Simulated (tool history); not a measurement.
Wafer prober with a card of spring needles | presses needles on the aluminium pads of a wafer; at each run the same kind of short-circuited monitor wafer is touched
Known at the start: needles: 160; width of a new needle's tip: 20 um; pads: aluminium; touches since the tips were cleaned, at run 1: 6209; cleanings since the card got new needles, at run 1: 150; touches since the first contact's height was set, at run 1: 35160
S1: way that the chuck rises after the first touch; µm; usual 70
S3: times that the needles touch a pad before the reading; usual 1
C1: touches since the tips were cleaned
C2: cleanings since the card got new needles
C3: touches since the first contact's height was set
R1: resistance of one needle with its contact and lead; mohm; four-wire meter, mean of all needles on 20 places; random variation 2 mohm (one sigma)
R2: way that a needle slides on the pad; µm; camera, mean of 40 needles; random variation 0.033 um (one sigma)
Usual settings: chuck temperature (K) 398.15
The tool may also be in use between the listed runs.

{"run": 1, "hour": 0.0, "S1": 70, "chuck temperature (K)": 398.15, "S3": 1, "C1": 6209, "C2": 150, "C3": 35160, "R1": 345, "R2": 13.92}
{"hour": 3.9, "done": "tips cleaned on abrasive film"}
{"hour": 22.8, "done": "tips cleaned on abrasive film"}
{"hour": 37.9, "done": "tips cleaned on abrasive film"}
{"hour": 56.8, "done": "tips cleaned on abrasive film"}
{"run": 2, "hour": 64.6, "S1": 70, "chuck temperature (K)": 398.15, "S3": 2, "C1": 4006, "C2": 154, "C3": 68121, "R1": 287, "R2": 13.92}
{"hour": 72.2, "done": "tips cleaned on abrasive film"}
{"hour": 91.1, "done": "tips cleaned on abrasive film"}
{"hour": 110.0, "done": "tips cleaned on abrasive film"}
{"hour": 125.2, "done": "tips cleaned on abrasive film"}
{"hour": 144.1, "done": "tips cleaned on abrasive film"}
{"run": 3, "hour": 157.2, "S1": 70, "chuck temperature (K)": 398.15, "S3": 2, "C1": 6747, "C2": 159, "C3": 115403, "R1": 302, "R2": 13.73}
{"hour": 161.1, "done": "tips cleaned on abrasive film"}
{"hour": 180.0, "done": "tips cleaned on abrasive film"}
{"hour": 195.1, "done": "tips cleaned on abrasive film"}
{"hour": 195.4, "done": "height of the first contact set anew"}
{"hour": 214.3, "done": "tips cleaned on abrasive film"}
{"hour": 231.1, "done": "tips cleaned on abrasive film"}
{"run": 4, "hour": 231.1, "S1": 70, "chuck temperature (K)": 350.15, "S3": 2, "C1": 0, "C2": 164, "C3": 18197, "R1": 218, "R2": 13.96}
{"hour": 249.9, "done": "tips cleaned on abrasive film"}
{"hour": 268.8, "done": "tips cleaned on abrasive film"}
{"hour": 287.7, "done": "tips cleaned on abrasive film"}
{"hour": 306.6, "done": "tips cleaned on abrasive film"}
{"run": 5, "hour": 313.8, "S1": 70, "chuck temperature (K)": 379.15, "S3": 1, "C1": 3653, "C2": 168, "C3": 60452, "R1": 347, "R2": 13.95}
{"hour": 325.1, "done": "tips cleaned on abrasive film"}
{"hour": 344.0, "done": "tips cleaned on abrasive film"}
{"hour": 361.9, "done": "tips cleaned on abrasive film"}
{"run": 6, "hour": 361.9, "S1": 53, "chuck temperature (K)": 398.15, "S3": 1, "C1": 0, "C2": 171, "C3": 85030, "R1": 251, "R2": 10.4}
{"hour": 380.8, "done": "tips cleaned on abrasive film"}
{"hour": 399.7, "done": "tips cleaned on abrasive film"}
{"run": 7, "hour": 413.6, "S1": 53, "chuck temperature (K)": 398.15, "S3": 1, "C1": 7143, "C2": 173, "C3": 111474, "R1": 456, "R2": 10.41}
{"hour": 417.5, "done": "tips cleaned on abrasive film"}
{"hour": 432.6, "done": "tips cleaned on abrasive film"}
{"hour": 451.5, "done": "tips cleaned on abrasive film"}
{"hour": 463.1, "done": "height of the first contact set anew"}
{"hour": 467.0, "done": "tips cleaned on abrasive film"}
{"run": 8, "hour": 468.6, "S1": 53, "chuck temperature (K)": 398.15, "S3": 1, "C1": 815, "C2": 177, "C3": 2746, "R1": 336, "R2": 10.6}
{"hour": 483.7, "done": "tips cleaned on abrasive film"}
{"hour": 502.6, "done": "tips cleaned on abrasive film"}
{"hour": 517.7, "done": "tips cleaned on abrasive film"}
{"hour": 536.6, "done": "tips cleaned on abrasive film"}
{"run": 9, "hour": 550.1, "S1": 70, "chuck temperature (K)": 398.15, "S3": 1, "C1": 6902, "C2": 181, "C3": 44390, "R1": 360, "R2": 13.9}
{"hour": 553.9, "done": "tips cleaned on abrasive film"}
{"hour": 569.1, "done": "tips cleaned on abrasive film"}
{"hour": 588.0, "done": "tips cleaned on abrasive film"}
{"run": 10, "hour": 596.9, "S1": 70, "chuck temperature (K)": 398.15, "S3": 1, "C1": 4570, "C2": 184, "C3": 68260, "R1": 352, "R2": 13.88}
{"hour": 604.5, "done": "tips cleaned on abrasive film"}
{"hour": 623.4, "done": "tips cleaned on abrasive film"}
{"hour": 642.3, "done": "tips cleaned on abrasive film"}
{"hour": 661.2, "done": "tips cleaned on abrasive film"}
{"run": 11, "hour": 674.3, "S1": 70, "chuck temperature (K)": 366.15, "S3": 1, "C1": 6723, "C2": 188, "C3": 107772, "R1": 366, "R2": 13.82}
{"hour": 678.1, "done": "tips cleaned on abrasive film"}
{"hour": 693.3, "done": "tips cleaned on abrasive film"}
{"hour": 712.1, "done": "tips cleaned on abrasive film"}
{"hour": 727.5, "done": "height of the first contact set anew"}
{"hour": 731.3, "done": "tips cleaned on abrasive film"}
{"run": 12, "hour": 735.0, "S1": 70, "chuck temperature (K)": 398.15, "S3": 1, "C1": 1899, "C2": 192, "C3": 3829, "R1": 335, "R2": 13.86}
{"hour": 750.2, "done": "tips cleaned on abrasive film"}
{"hour": 765.3, "done": "tips cleaned on abrasive film"}
{"hour": 784.2, "done": "tips cleaned on abrasive film"}
{"hour": 803.1, "done": "tips cleaned on abrasive film"}
{"run": 13, "hour": 807.9, "S1": 70, "chuck temperature (K)": 398.15, "S3": 2, "C1": 2453, "C2": 196, "C3": 41024, "R1": 293, "R2": 13.92}
{"hour": 819.3, "done": "tips cleaned on abrasive film"}
{"hour": 834.4, "done": "tips cleaned on abrasive film"}
{"hour": 853.3, "done": "tips cleaned on abrasive film"}
{"hour": 872.2, "done": "tips cleaned on abrasive film"}
{"run": 14, "hour": 883.7, "S1": 70, "chuck temperature (K)": 398.15, "S3": 2, "C1": 5922, "C2": 200, "C3": 79755, "R1": 306, "R2": 13.86}
{"hour": 887.6, "done": "tips cleaned on abrasive film"}
{"hour": 902.7, "done": "tips cleaned on abrasive film"}
{"hour": 921.6, "done": "tips cleaned on abrasive film"}
{"hour": 936.8, "done": "tips cleaned on abrasive film"}
{"run": 15, "hour": 947.0, "S1": 77, "chuck temperature (K)": 370.15, "S3": 1, "C1": 5250, "C2": 204, "C3": 112030, "R1": 340, "R2": 15.12}
{"hour": 954.6, "done": "tips cleaned on abrasive film"}
{"hour": 973.5, "done": "tips cleaned on abrasive film"}
{"hour": 992.4, "done": "tips cleaned on abrasive film"}
{"hour": 992.7, "done": "height of the first contact set anew"}
{"run": 16, "hour": 1006.0, "S1": 89, "chuck temperature (K)": 398.15, "S3": 2, "C1": 6827, "C2": 207, "C3": 6827, "R1": 269, "R2": 17.78}
{"hour": 1009.9, "done": "tips cleaned on abrasive film"}
{"hour": 1028.8, "done": "tips cleaned on abrasive film"}
{"hour": 1047.7, "done": "tips cleaned on abrasive film"}
{"hour": 1062.8, "done": "tips cleaned on abrasive film"}
{"hour": 1081.7, "done": "tips cleaned on abrasive film"}
{"run": 17, "hour": 1084.3, "S1": 89, "chuck temperature (K)": 398.15, "S3": 2, "C1": 1312, "C2": 212, "C3": 46742, "R1": 250, "R2": 17.66}
{"hour": 1099.4, "done": "tips cleaned on abrasive film"}
{"hour": 1118.3, "done": "tips cleaned on abrasive film"}
{"hour": 1137.2, "done": "tips cleaned on abrasive film"}
{"run": 18, "hour": 1137.3, "S1": 70, "chuck temperature (K)": 342.15, "S3": 2, "C1": 69, "C2": 215, "C3": 73833, "R1": 226, "R2": 13.87}
{"hour": 1152.5, "done": "tips cleaned on abrasive film"}
{"hour": 1171.4, "done": "tips cleaned on abrasive film"}
{"hour": 1190.3, "done": "tips cleaned on abrasive film"}
{"hour": 1205.5, "done": "tips cleaned on abrasive film"}
{"run": 19, "hour": 1205.5, "S1": 70, "chuck temperature (K)": 342.15, "S3": 2, "C1": 11, "C2": 219, "C3": 108600, "R1": 215, "R2": 13.77}
{"hour": 1220.7, "done": "tips cleaned on abrasive film"}
{"hour": 1239.6, "done": "tips cleaned on abrasive film"}
{"hour": 1258.5, "done": "tips cleaned on abrasive film"}
{"hour": 1258.8, "done": "height of the first contact set anew"}
{"run": 20, "hour": 1271.6, "S1": 84, "chuck temperature (K)": 333.15, "S3": 2, "C1": 6608, "C2": 222, "C3": 6608, "R1": 272, "R2": 16.77}
{"hour": 1275.5, "done": "tips cleaned on abrasive film"}
{"hour": 1294.4, "done": "tips cleaned on abrasive film"}
{"hour": 1313.3, "done": "tips cleaned on abrasive film"}
{"run": 21, "hour": 1320.4, "S1": 84, "chuck temperature (K)": 333.15, "S3": 2, "C1": 3665, "C2": 225, "C3": 31505, "R1": 267, "R2": 16.73}
{"hour": 1331.8, "done": "tips cleaned on abrasive film"}
{"hour": 1350.7, "done": "tips cleaned on abrasive film"}
{"hour": 1369.6, "done": "tips cleaned on abrasive film"}
{"hour": 1388.5, "done": "tips cleaned on abrasive film"}
{"hour": 1406.8, "done": "tips cleaned on abrasive film"}
{"run": 22, "hour": 1406.8, "S1": 55, "chuck temperature (K)": 327.15, "S3": 2, "C1": 0, "C2": 230, "C3": 75588, "R1": 229, "R2": 10.85}
{"hour": 1425.7, "done": "tips cleaned on abrasive film"}
{"hour": 1444.6, "done": "tips cleaned on abrasive film"}
{"run": 23, "hour": 1451.4, "S1": 55, "chuck temperature (K)": 327.15, "S3": 2, "C1": 3469, "C2": 232, "C3": 98357, "R1": 358, "R2": 10.85}
{"hour": 1462.7, "done": "tips cleaned on abrasive film"}
{"hour": 1481.6, "done": "tips cleaned on abrasive film"}
{"run": 24, "hour": 1490.5, "S1": 65, "chuck temperature (K)": 327.15, "S3": 1, "C1": 4561, "C2": 234, "C3": 118358, "R1": 396, "R2": 12.82}

The same runs without the tool's hidden state, with the same run-to-run variation:
The hidden state here: debris on the tips, nm; way that the needles fall short of the set height, um; tips' diameter, um; drift of the gauge itself on contact_mohm, %; drift of the gauge itself on scrub_um, %.
run=1 R1=217 R2=14
run=2 R1=217 R2=14.07
run=3 R1=219 R2=13.96
run=4 R1=208 R2=13.99
run=5 R1=216 R2=14.05
run=6 R1=223 R2=10.57
run=7 R1=221 R2=10.62
run=8 R1=226 R2=10.62
run=9 R1=219 R2=13.99
run=10 R1=216 R2=14.03
run=11 R1=211 R2=14.03
run=12 R1=221 R2=13.88
run=13 R1=216 R2=14.01
run=14 R1=217 R2=14.02
run=15 R1=211 R2=15.37
run=16 R1=212 R2=17.78
run=17 R1=212 R2=17.73
run=18 R1=205 R2=14.01
run=19 R1=203 R2=13.98
run=20 R1=198 R2=16.77
run=21 R1=197 R2=16.78
run=22 R1=208 R2=10.99
run=23 R1=204 R2=11.02
run=24 R1=201 R2=13.02
